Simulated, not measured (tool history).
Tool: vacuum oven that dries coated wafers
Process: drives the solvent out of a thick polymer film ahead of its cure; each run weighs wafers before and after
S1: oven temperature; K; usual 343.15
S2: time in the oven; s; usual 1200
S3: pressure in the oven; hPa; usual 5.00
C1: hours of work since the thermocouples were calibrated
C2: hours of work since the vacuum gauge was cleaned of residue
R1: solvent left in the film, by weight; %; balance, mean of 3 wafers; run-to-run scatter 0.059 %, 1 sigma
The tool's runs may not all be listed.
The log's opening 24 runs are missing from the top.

run    hour      S1    S2     S3    C1    C2     R1
 25  1102.3  342.15   720   8.94   947  1309   7.86
 26  1155.7  342.15   720   4.48   981  1343   7.58
 27  1202.7  342.15   720   4.48  1010  1372   7.81
 28  1248.9  342.15   720   4.48  1040  1401   7.82
 29  1305.6  357.15  1320  12.50  1075  1437   0.76
 30  1332.3  357.15  1440  11.93  1092  1454   0.63
 31  1359.7  333.15  1140   7.78  1109  1471   9.80
 32  1404.2  333.15  1800   5.00  1137  1499   6.50
 33  1434.0  333.15  1800   5.00  1156  1518   6.60
 34  1458.1  333.15   600   3.23  1171  1533  13.73

Alternative continuations, all from the tool just after run 34; predict every row:
  A  1493.4  343.15   780  14.00  1193  1555   ?
  B  1493.4  346.15   660  16.06  1193  1555   ?
  C  1493.4  343.15  1200   5.00  1193  1555   ?
  D  1493.4  332.15   780   7.44  1193  1555   ?

run     R1
  A   7.21
  B   7.01
  C   4.13
  D  12.91
With no hidden state in the tool, these same runs would have given:
run     R1
  A   6.32
  B   6.14
  C   3.30
  D  12.03
